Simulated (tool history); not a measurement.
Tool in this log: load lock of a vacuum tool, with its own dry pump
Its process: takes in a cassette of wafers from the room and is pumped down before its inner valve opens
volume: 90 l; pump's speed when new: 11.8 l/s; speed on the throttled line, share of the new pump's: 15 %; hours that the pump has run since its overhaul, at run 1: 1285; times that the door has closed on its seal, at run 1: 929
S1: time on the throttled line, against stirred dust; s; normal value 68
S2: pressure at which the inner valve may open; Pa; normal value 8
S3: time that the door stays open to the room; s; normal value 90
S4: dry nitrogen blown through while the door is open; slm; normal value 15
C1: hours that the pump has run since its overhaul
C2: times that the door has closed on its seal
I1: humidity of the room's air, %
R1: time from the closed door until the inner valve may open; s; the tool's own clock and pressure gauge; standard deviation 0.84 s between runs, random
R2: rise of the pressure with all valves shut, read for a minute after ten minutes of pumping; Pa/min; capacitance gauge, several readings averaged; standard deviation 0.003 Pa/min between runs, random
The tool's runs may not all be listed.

{"run": 1, "hour": 0.0, "S1": 68, "S2": 8, "S3": 90, "S4": 15, "C1": 1285, "C2": 929, "I1": 43.9, "R1": 133.9, "R2": 0.035}
{"run": 2, "hour": 60.9, "S1": 68, "S2": 8, "S3": 90, "S4": 15, "C1": 1346, "C2": 1182, "I1": 42.0, "R1": 133.7, "R2": 0.035}
{"run": 3, "hour": 160.2, "S1": 68, "S2": 8, "S3": 90, "S4": 15, "C1": 1445, "C2": 1595, "I1": 42.8, "R1": 133.7, "R2": 0.035}
{"run": 4, "hour": 238.4, "S1": 68, "S2": 8, "S3": 90, "S4": 5, "C1": 1524, "C2": 1919, "I1": 44.1, "R1": 133.8, "R2": 0.049}
{"run": 5, "hour": 319.2, "S1": 68, "S2": 8, "S3": 90, "S4": 5, "C1": 1604, "C2": 2255, "I1": 43.4, "R1": 133.2, "R2": 0.053}
{"run": 6, "hour": 362.3, "S1": 68, "S2": 8, "S3": 90, "S4": 15, "C1": 1648, "C2": 2434, "I1": 43.2, "R1": 133.5, "R2": 0.039}
{"run": 7, "hour": 434.6, "S1": 68, "S2": 8, "S3": 90, "S4": 15, "C1": 1720, "C2": 2735, "I1": 47.2, "R1": 134.1, "R2": 0.045}
{"run": 8, "hour": 491.9, "S1": 95, "S2": 8, "S3": 90, "S4": 15, "C1": 1777, "C2": 2972, "I1": 44.3, "R1": 155.6, "R2": 0.043}
{"run": 9, "hour": 554.8, "S1": 68, "S2": 8, "S3": 90, "S4": 7, "C1": 1840, "C2": 3234, "I1": 44.1, "R1": 133.9, "R2": 0.057}
{"run": 10, "hour": 636.9, "S1": 68, "S2": 9, "S3": 48, "S4": 15, "C1": 1922, "C2": 3575, "I1": 43.8, "R1": 133.6, "R2": 0.028}
{"run": 11, "hour": 706.4, "S1": 68, "S2": 8, "S3": 90, "S4": 22, "C1": 1992, "C2": 3863, "I1": 45.6, "R1": 133.9, "R2": 0.043}
{"run": 12, "hour": 757.3, "S1": 116, "S2": 14, "S3": 90, "S4": 15, "C1": 2042, "C2": 4075, "I1": 41.5, "R1": 170.0, "R2": 0.044}
{"run": 13, "hour": 823.9, "S1": 48, "S2": 8, "S3": 152, "S4": 35, "C1": 2109, "C2": 4352, "I1": 46.6, "R1": 118.0, "R2": 0.042}
{"run": 14, "hour": 903.7, "S1": 90, "S2": 6, "S3": 41, "S4": 35, "C1": 2189, "C2": 4683, "I1": 46.3, "R1": 154.1, "R2": 0.021}
{"run": 15, "hour": 1003.1, "S1": 124, "S2": 6, "S3": 92, "S4": 35, "C1": 2288, "C2": 5096, "I1": 45.4, "R1": 185.9, "R2": 0.035}
{"run": 16, "hour": 1071.3, "S1": 68, "S2": 7, "S3": 47, "S4": 15, "C1": 2357, "C2": 5380, "I1": 47.2, "R1": 136.6, "R2": 0.036}
{"run": 17, "hour": 1112.5, "S1": 124, "S2": 13, "S3": 76, "S4": 17, "C1": 2398, "C2": 5551, "I1": 45.8, "R1": 176.7, "R2": 0.042}
{"run": 18, "hour": 1189.7, "S1": 48, "S2": 13, "S3": 53, "S4": 17, "C1": 2475, "C2": 5871, "I1": 46.0, "R1": 113.4, "R2": 0.04}

Each row is a separate what-if for the run after 18, all from the same tool condition, not one after another. Results?
{"run": "A", "hour": 1263.9, "S1": 117, "S2": 13, "S3": 34, "S4": 17, "C1": 2549, "C2": 6179, "I1": 45.3, "R1": "?", "R2": "?"}
{"run": "B", "hour": 1263.9, "S1": 81, "S2": 14, "S3": 90, "S4": 15, "C1": 2549, "C2": 6179, "I1": 45.5, "R1": "?", "R2": "?"}
{"run": "C", "hour": 1263.9, "S1": 48, "S2": 13, "S3": 84, "S4": 17, "C1": 2549, "C2": 6179, "I1": 45.5, "R1": "?", "R2": "?"}

run=A R1=172.2 R2=0.035
run=B R1=142.0 R2=0.055
run=C R1=113.4 R2=0.043
Without the tool's hidden state the same runs would have given:
run=A R1=168.9 R2=0.021
run=B R1=138.4 R2=0.041
run=C R1=109.3 R2=0.030
